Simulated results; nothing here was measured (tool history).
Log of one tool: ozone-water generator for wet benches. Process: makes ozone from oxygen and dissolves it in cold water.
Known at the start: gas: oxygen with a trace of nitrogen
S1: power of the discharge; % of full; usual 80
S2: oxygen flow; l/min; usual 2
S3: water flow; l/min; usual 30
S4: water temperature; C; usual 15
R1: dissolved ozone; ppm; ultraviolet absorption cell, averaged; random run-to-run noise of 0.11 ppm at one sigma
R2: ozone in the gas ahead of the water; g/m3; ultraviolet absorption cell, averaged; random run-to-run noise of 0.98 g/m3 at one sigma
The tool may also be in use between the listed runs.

run 1 day=0 | S1=80 S2=2 S3=30 S4=15 | R1=7.2 R2=162
run 2 day=4.746 | S1=80 S2=2.42 S3=30 S4=15 | R1=7.7 R2=143.3
run 3 day=9.283 | S1=69 S2=2.42 S3=30 S4=15 | R1=6.7 R2=127.1
run 4 day=13.975 | S1=69 S2=2.42 S3=30 S4=15 | R1=6.6 R2=127.2
run 5 day=19.271 | S1=69 S2=2.42 S3=30 S4=15 | R1=6.5 R2=125.9
run 6 day=24.058 | S1=69 S2=2.42 S3=30 S4=15 | R1=6.7 R2=127.1
run 7 day=28.838 | S1=69 S2=2.08 S3=30 S4=15 | R1=6.2 R2=137.1
run 8 day=31.033 | S1=69 S2=2.08 S3=30 S4=15 | R1=6.4 R2=137.3
-- day=31.446 water thermometer calibrated
run 9 day=35.65 | S1=69 S2=2.08 S3=30 S4=15 | R1=6.3 R2=136
run 10 day=40.325 | S1=69 S2=2.08 S3=30 S4=15 | R1=6.3 R2=136.2
run 11 day=44.925 | S1=69 S2=2.08 S3=30 S4=15 | R1=6.3 R2=136.2
run 12 day=47.442 | S1=80 S2=2 S3=30 S4=15 | R1=7 R2=160.1
run 13 day=51.008 | S1=80 S2=2 S3=30 S4=15 | R1=7.2 R2=158.3
run 14 day=55.517 | S1=80 S2=2 S3=30 S4=15 | R1=6.9 R2=157.5
run 15 day=60.85 | S1=80 S2=2 S3=30 S4=15 | R1=7 R2=157.3
run 16 day=63.438 | S1=80 S2=2 S3=30 S4=15 | R1=7 R2=157.9
run 17 day=68.442 | S1=80 S2=2 S3=30 S4=15 | R1=7 R2=156.1
-- day=68.971 contactor cleaned
run 18 day=71.708 | S1=51 S2=1.6 S3=27 S4=7 | R1=5.2 R2=123.7
run 19 day=76.367 | S1=80 S2=1.41 S3=30 S4=15 | R1=6.1 R2=192.3
run 20 day=81.412 | S1=91 S2=2 S3=43 S4=15 | R1=4.8 R2=174.9
-- day=82.267 contactor cleaned, once more
run 21 day=86.612 | S1=56 S2=2 S3=29 S4=15 | R1=5.6 R2=117.7

For run 22, what comes out?
run 22 day=89.721 | S1=54 S2=1.75 S3=41 S4=23 | R1=? R2=?

Logged for run 22: R1 3.5 ppm, R2 123.4 g/m3.
With the hidden condition absent and the run-to-run variation left alone, this run would have shown R1 3.7 ppm, R2 130.1 g/m3.
